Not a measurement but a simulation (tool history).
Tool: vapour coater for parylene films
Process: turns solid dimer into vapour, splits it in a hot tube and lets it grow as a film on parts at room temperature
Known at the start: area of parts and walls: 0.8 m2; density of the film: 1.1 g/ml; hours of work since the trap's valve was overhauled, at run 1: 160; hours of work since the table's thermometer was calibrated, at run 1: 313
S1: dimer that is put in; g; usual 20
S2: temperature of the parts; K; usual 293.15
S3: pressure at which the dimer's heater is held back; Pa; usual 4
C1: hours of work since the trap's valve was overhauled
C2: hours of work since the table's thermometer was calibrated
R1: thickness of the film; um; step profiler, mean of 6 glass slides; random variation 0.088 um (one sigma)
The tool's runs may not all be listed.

run,hour,S1,S2,S3,C1,C2,R1
1,0,20,293.15,4,160,313,13.6
2,21.1,20,293.15,4,171,324,13.5
3,46.7,8,293.15,4,184,337,5.4
4,62.5,20,293.15,6.78,191,344,12.21
5,81.3,20,293.15,6.78,201,354,12.33
6,91.6,28,293.15,4,206,359,19
7,113,11,293.15,4,217,370,7.37
8,133.4,20,293.15,4,227,380,13.33
9,154,20,293.15,4,237,390,13.44
10,169.6,20,293.15,4,245,398,13.23
11,184.2,20,293.15,4,252,405,13.3
12,195.4,20,293.15,4,258,411,13.2
13,218.1,20,293.15,4,269,422,13.42
14,230.9,20,293.15,4,276,429,13.17
15,255.6,20,295.15,4,288,441,12.62
16,277.6,20,295.15,4,299,452,12.64
17,299.4,20,293.15,2.36,310,463,14.56
18,315.3,20,293.15,2.36,318,471,14.75
# hour 320.5: trap's valve overhauled
19,337.1,20,293.15,2.36,8,480,14.5
20,353.7,20,305.15,3.97,17,488,10.15
21,374.9,21,293.15,4,27,499,13.69
22,397.7,19,302.15,2.16,39,510,11.38
23,414.9,34,296.15,4,47,519,20.7
# hour 437.9: trap's valve overhauled, once more
24,440.5,34,296.15,4,1,530,21.71
25,456.4,15,304.15,8.41,9,537,7.05
26,476.9,23,293.15,4,20,548,15.87
27,497.1,13,293.15,4,30,558,8.93
28,513.5,23,294.15,4.98,38,566,14.85
29,536,23,300.15,2.7,49,577,14.59
30,550.4,23,300.15,2.7,56,584,14.55

Some steps in R1 between neighbouring runs. How much of each would the tool show without its hidden state too (settings, what came in, random variation), and how much is left for the hidden state, with any gauge scatter that isn't in both results?
The hidden state here: vapour lost through the trap's worn valve, %; true temperature of the parts over the reading, C; drift of the gauge itself on film_um, %.
Run 6 -> 7: S1 28 -> 11. R1 -11.63 um: hidden state +0.43, all else -12.06.
Run 22 -> 23: S1 19 -> 34, S2 302.15 -> 296.15, S3 2.16 -> 4. R1 +9.32 um: hidden state -0.72, all else +10.04.
Run 23 -> 24: trap's valve overhauled, once more. R1 +1.01 um: hidden state +1.3, all else -0.29.
Run 24 -> 25: S1 34 -> 15, S2 296.15 -> 304.15, S3 4 -> 8.41. R1 -14.66 um: hidden state +0.16, all else -14.82.
